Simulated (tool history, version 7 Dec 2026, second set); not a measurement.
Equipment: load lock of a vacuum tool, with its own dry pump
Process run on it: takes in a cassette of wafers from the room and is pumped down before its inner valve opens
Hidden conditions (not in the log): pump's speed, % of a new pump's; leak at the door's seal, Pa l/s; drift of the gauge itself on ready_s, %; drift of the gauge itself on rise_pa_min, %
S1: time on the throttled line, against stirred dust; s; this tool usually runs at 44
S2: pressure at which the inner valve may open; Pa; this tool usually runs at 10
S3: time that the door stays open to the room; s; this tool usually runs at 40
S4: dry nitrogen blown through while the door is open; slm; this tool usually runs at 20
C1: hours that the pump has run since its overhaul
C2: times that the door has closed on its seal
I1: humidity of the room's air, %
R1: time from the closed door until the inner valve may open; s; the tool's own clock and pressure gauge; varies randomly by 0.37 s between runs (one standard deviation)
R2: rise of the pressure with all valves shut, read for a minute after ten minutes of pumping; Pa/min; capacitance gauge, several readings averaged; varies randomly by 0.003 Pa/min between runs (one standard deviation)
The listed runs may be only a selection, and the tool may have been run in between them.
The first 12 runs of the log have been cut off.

Run 13, hour 1112.4: usual settings; C1 4177; C2 18239; I1 48.3. Result: R1 92.1 s, R2 0.033 Pa/min.
Run 14, hour 1218.1: usual settings; C1 4282; C2 18742; I1 42. Result: R1 92.1 s, R2 0.024 Pa/min.
Run 15, hour 1347.1: usual settings; C1 4411; C2 19356; I1 47. Result: R1 92.8 s, R2 0.03 Pa/min.
Run 16, hour 1435.1: usual settings; C1 4499; C2 19775; I1 44.3. Result: R1 92.5 s, R2 0.032 Pa/min.
Run 17, hour 1530: usual settings but S4 16 slm; C1 4594; C2 20227; I1 44.3. Result: R1 92.7 s, R2 0.035 Pa/min.
Run 18, hour 1597: usual settings but S4 16 slm; C1 4661; C2 20546; I1 45.7. Result: R1 92.4 s, R2 0.038 Pa/min.
Run 19, hour 1685.7: usual settings but S2 7 Pa, S4 8 slm; C1 4750; C2 20968; I1 46.2. Result: R1 95 s, R2 0.05 Pa/min.
Run 20, hour 1777.8: usual settings but S1 24 s, S2 11 Pa, S3 26 s, S4 5 slm; C1 4842; C2 21407; I1 45.9. Result: R1 75.7 s, R2 0.044 Pa/min.
Run 21, hour 1884.5: usual settings; C1 4949; C2 21915; I1 45.3. Result: R1 92 s, R2 0.03 Pa/min.
Run 22, hour 1955.4: usual settings; C1 5020; C2 22253; I1 46.2. Result: R1 92.1 s, R2 0.031 Pa/min.
Run 23, hour 2046.1: usual settings but S1 33 s; C1 5110; C2 22684; I1 41.9. Result: R1 82.8 s, R2 0.027 Pa/min.
Run 24, hour 2102.3: usual settings but S1 33 s; C1 5167; C2 22952; I1 48.1. Result: R1 83.2 s, R2 0.024 Pa/min.
Run 25, hour 2221.6: usual settings but S1 39 s, S2 15 Pa, S3 55 s, S4 37 slm; C1 5286; C2 23520; I1 42.4. Result: R1 85.8 s, R2 0.023 Pa/min.
Run 26, hour 2275.9: usual settings but S1 29 s, S2 18 Pa, S3 37 s, S4 43 slm; C1 5340; C2 23779; I1 44.7. Result: R1 77 s, R2 0.015 Pa/min.
Run 27, hour 2332.3: usual settings but S1 29 s, S2 18 Pa, S3 37 s, S4 43 slm; C1 5397; C2 24047; I1 46.7. Result: R1 76.4 s, R2 0.019 Pa/min.
Run 28, hour 2405.5: usual settings but S1 29 s, S2 18 Pa, S3 37 s, S4 43 slm; C1 5470; C2 24396; I1 44.3. Result: R1 76.5 s, R2 0.021 Pa/min.
Run 29, hour 2503.5: usual settings but S1 29 s, S2 18 Pa, S3 37 s, S4 43 slm; C1 5568; C2 24862; I1 46.3. Result: R1 77 s, R2 0.029 Pa/min.
Run 30, hour 2629.4: usual settings but S1 78 s, S2 12 Pa, S3 37 s, S4 37 slm; C1 5694; C2 25462; I1 44.8. Result: R1 119.3 s, R2 0.019 Pa/min.
Run 31, hour 2721.6: usual settings but S1 71 s, S2 12 Pa, S3 29 s, S4 16 slm; C1 5786; C2 25901; I1 46.2. Result: R1 112.6 s, R2 0.034 Pa/min.
Run 32, hour 2833.4: usual settings but S1 71 s, S2 12 Pa, S3 29 s, S4 16 slm; C1 5898; C2 26433; I1 46.3. Result: R1 112.1 s, R2 0.034 Pa/min.
Run 33, hour 2923.8: usual settings but S3 214 s, S4 11 slm; C1 5988; C2 26864; I1 41.6. Result: R1 92.4 s, R2 0.079 Pa/min.
Run 34, hour 3043.5: usual settings but S1 34 s, S3 129 s, S4 11 slm; C1 6108; C2 27433; I1 48.9. Result: R1 83.7 s, R2 0.067 Pa/min.
Run 35, hour 3148: usual settings but S1 38 s, S4 19 slm; C1 6212; C2 27931; I1 44.8. Result: R1 87 s, R2 0.03 Pa/min.
Run 36, hour 3221.7: usual settings but S1 38 s, S4 19 slm; C1 6286; C2 28282; I1 43.7. Result: R1 87.4 s, R2 0.029 Pa/min.

Each row is a separate what-if for the run after 36, all from the same tool condition, not one after another. Results?
Run A, hour 3347.6: usual settings but S2 13 Pa, S3 87 s, S4 9 slm; C1 6412; C2 28882; I1 40.6. Result: R1 ?, R2 ?.
Run B, hour 3347.6: usual settings but S1 38 s, S4 13 slm; C1 6412; C2 28882; I1 44.9. Result: R1 ?, R2 ?.
Run C, hour 3347.6: usual settings but S2 9 Pa; C1 6412; C2 28882; I1 41.8. Result: R1 ?, R2 ?.
Run D, hour 3347.6: usual settings but S1 54 s, S3 129 s, S4 11 slm; C1 6412; C2 28882; I1 45.3. Result: R1 ?, R2 ?.

run     R1     R2
  A   90.7  0.057
  B   87.2  0.041
  C   92.8   0.03
  D  100.6  0.065
The same runs, with their run-to-run variation unchanged, on a tool lacking any hidden condition would have given:
run     R1     R2
  A   90.7  0.055
  B   87.2   0.04
  C   92.8  0.029
  D  100.6  0.064
